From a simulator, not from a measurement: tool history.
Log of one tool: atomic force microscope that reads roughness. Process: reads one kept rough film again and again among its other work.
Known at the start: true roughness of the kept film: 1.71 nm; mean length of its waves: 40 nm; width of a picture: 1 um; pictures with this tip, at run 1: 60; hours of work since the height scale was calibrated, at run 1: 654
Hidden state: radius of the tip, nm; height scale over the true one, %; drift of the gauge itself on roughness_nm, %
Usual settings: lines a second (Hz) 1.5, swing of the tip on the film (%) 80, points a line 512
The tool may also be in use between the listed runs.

run,hour,lines a second (Hz),swing of the tip on the film (%),points a line,pictures with this tip,hours of work since the height scale was calibrated,roughness of the kept film (nm (root mean square))
1,0,1.5,80,512,60,654,1.235
# hour 11.9: new tip fitted
2,13.1,1.5,80,512,1,663,1.38
3,29.3,1.5,59,512,24,673,1.47
4,55.2,1.5,59,512,61,691,1.371
# hour 66.1: new tip fitted
5,71.2,2.13,59,512,7,701,1.494
6,95.3,1.5,66,512,41,717,1.383
# hour 120.5: new tip fitted
7,122.2,1.99,66,512,3,735,1.449
8,138.5,1.99,66,512,26,746,1.375
9,164.5,1.99,66,512,63,763,1.267
# hour 173.9: new tip fitted
10,186.2,0.59,68,512,18,777,1.502
11,200.2,1.91,68,285,37,787,1.342
# hour 227.6: new tip fitted
12,227.6,1.5,80,460,0,805,1.394
13,246.4,1.5,65,397,26,817,1.428
14,268.3,1.01,84,631,57,832,1.264
# hour 281.7: new tip fitted
15,283.8,0.61,80,512,3,842,1.498
16,306.6,0.61,80,512,36,857,1.401

Forecast each of these 3 alternatives for the next run:
A,322.8,1.5,84,466,59,868,?
B,322.8,1.5,80,386,59,868,?
C,322.8,1.54,82,649,59,868,?

run,roughness of the kept film (nm (root mean square))
A,1.19
B,1.23
C,1.207
Without the tool's hidden state the same runs would have given:
run,roughness of the kept film (nm (root mean square))
A,1.355
B,1.401
C,1.374
